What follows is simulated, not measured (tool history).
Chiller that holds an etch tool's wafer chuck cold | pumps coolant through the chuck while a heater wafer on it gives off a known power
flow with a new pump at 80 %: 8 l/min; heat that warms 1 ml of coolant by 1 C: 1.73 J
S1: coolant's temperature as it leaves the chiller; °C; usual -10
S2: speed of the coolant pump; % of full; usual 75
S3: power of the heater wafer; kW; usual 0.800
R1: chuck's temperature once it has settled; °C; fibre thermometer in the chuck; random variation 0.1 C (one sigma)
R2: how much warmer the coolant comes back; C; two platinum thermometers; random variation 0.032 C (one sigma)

{"run": 1, "hour": 0.0, "S1": -10, "S2": 75, "S3": 0.8, "R1": -3.8, "R2": 3.74}
{"run": 2, "hour": 98.9, "S1": -10, "S2": 75, "S3": 0.8, "R1": -3.9, "R2": 3.71}
{"run": 3, "hour": 180.6, "S1": -12, "S2": 75, "S3": 0.8, "R1": -6.0, "R2": 3.71}
{"run": 4, "hour": 279.2, "S1": -12, "S2": 75, "S3": 0.8, "R1": -5.9, "R2": 3.74}
{"run": 5, "hour": 370.1, "S1": -12, "S2": 75, "S3": 0.8, "R1": -6.0, "R2": 3.72}
{"run": 6, "hour": 451.6, "S1": -6, "S2": 94, "S3": 0.457, "R1": -3.3, "R2": 1.66}
{"run": 7, "hour": 539.3, "S1": -6, "S2": 94, "S3": 0.457, "R1": -3.0, "R2": 1.68}
{"run": 8, "hour": 634.9, "S1": -10, "S2": 75, "S3": 0.512, "R1": -6.1, "R2": 2.39}
{"run": 9, "hour": 711.5, "S1": -10, "S2": 87, "S3": 0.599, "R1": -5.8, "R2": 2.41}
{"run": 10, "hour": 752.1, "S1": -1, "S2": 82, "S3": 0.667, "R1": 3.6, "R2": 2.85}

4 ways to go on from here, each from the tool as it stands after run 10. What would each give?
{"run": "A", "hour": 802.5, "S1": -8, "S2": 87, "S3": 0.652, "R1": "?", "R2": "?"}
{"run": "B", "hour": 802.5, "S1": -9, "S2": 75, "S3": 0.8, "R1": "?", "R2": "?"}
{"run": "C", "hour": 802.5, "S1": -6, "S2": 75, "S3": 0.8, "R1": "?", "R2": "?"}
{"run": "D", "hour": 802.5, "S1": -18, "S2": 82, "S3": 0.634, "R1": "?", "R2": "?"}

run=A R1=-3.7 R2=2.56
run=B R1=-2.8 R2=3.73
run=C R1=0.1 R2=3.70
run=D R1=-13.5 R2=2.69
Without the tool's hidden state the same runs would have given:
run=A R1=-3.7 R2=2.56
run=B R1=-2.9 R2=3.72
run=C R1=0.1 R2=3.70
run=D R1=-13.5 R2=2.69
